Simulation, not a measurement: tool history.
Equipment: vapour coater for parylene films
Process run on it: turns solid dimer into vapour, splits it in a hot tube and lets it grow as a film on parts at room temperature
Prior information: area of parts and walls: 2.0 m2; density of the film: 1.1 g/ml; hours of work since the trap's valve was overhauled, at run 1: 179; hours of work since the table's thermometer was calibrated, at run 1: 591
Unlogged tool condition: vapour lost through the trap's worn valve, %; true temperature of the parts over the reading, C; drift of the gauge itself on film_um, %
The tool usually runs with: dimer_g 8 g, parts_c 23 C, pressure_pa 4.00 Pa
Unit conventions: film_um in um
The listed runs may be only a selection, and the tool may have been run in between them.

run	hour	dimer_g	parts_c	pressure_pa	hours of work since the trap's valve was overhauled	hours of work since the table's thermometer was calibrated	film_um
1	0.0	8	23	4.00	179	591	1.52
2	49.8	8	23	4.00	206	618	1.53
# hour 85.2: trap's valve overhauled
3	100.1	8	23	3.46	8	643	1.70
4	150.4	8	23	3.46	35	671	1.70
5	184.8	4	23	4.00	54	689	0.84
6	233.8	4	23	4.00	80	716	0.81
7	265.5	8	23	10.54	97	733	1.40
8	303.0	8	23	6.60	118	753	1.49
9	328.3	8	23	6.60	131	767	1.47
10	368.9	8	26	4.00	153	789	1.41
11	418.1	8	23	4.00	180	815	1.54
12	447.5	8	23	4.00	196	831	1.50
13	483.6	8	23	4.00	215	851	1.48
# hour 500.8: trap's valve overhauled
14	510.6	8	23	4.00	5	863	1.71
15	535.8	8	23	4.00	19	877	1.59
16	572.7	6	23	4.00	39	897	1.23
17	599.5	6	23	4.00	53	911	1.21
18	624.3	6	23	4.00	67	925	1.23
19	673.4	8	30	4.00	93	951	1.35
20	711.4	8	30	4.00	114	972	1.28
21	748.5	8	30	4.00	134	992	1.31
22	787.1	8	23	3.44	155	1013	1.56
23	825.4	8	23	3.44	175	1033	1.59
24	852.6	8	23	3.44	190	1048	1.53
25	882.2	5	23	4.00	206	1064	0.93
# hour 916.5: trap's valve overhauled
26	917.0	10	31	4.00	0	1081	1.67
27	961.1	3	20	3.13	24	1104	0.69
28	1014.4	5	23	10.25	53	1133	0.93
29	1039.0	4	26	3.15	66	1147	0.78
30	1077.9	4	30	4.90	87	1168	0.64
31	1130.8	4	21	3.08	116	1196	0.89
32	1153.4	4	25	3.19	128	1208	0.76
33	1192.4	4	25	3.19	149	1230	0.77
34	1245.5	4	25	3.19	178	1258	0.70
35	1286.8	4	25	3.19	200	1281	0.72
# hour 1330.9: trap's valve overhauled
36	1331.2	11	20	3.34	0	1302	2.54
37	1361.7	9	20	3.39	17	1319	2.02
38	1396.7	9	20	3.39	36	1338	2.02
39	1442.2	7	23	8.44	60	1362	1.25
40	1465.2	4	33	4.94	73	1375	0.61
41	1504.1	4	19	4.00	94	1396	0.89
42	1533.1	3	31	5.09	109	1412	0.49
43	1565.3	8	31	4.00	127	1429	1.25
44	1591.6	11	23	8.43	141	1443	1.93
45	1617.9	11	23	8.43	155	1457	1.96
46	1642.3	11	23	8.43	168	1471	1.93
47	1673.9	12	23	11.86	185	1488	1.92

What if the next run were any one of these 3? Each begins from the tool's condition after run 47:
A	1708.0	9	21	10.90	204	1506	?
B	1708.0	6	23	2.58	204	1506	?
C	1708.0	4	17	4.00	204	1506	?

run	film_um
A	1.54
B	1.19
C	0.86
Stripped of hidden state, with their random variation kept, the same runs would have yielded:
run	film_um
A	1.78
B	1.38
C	1.00
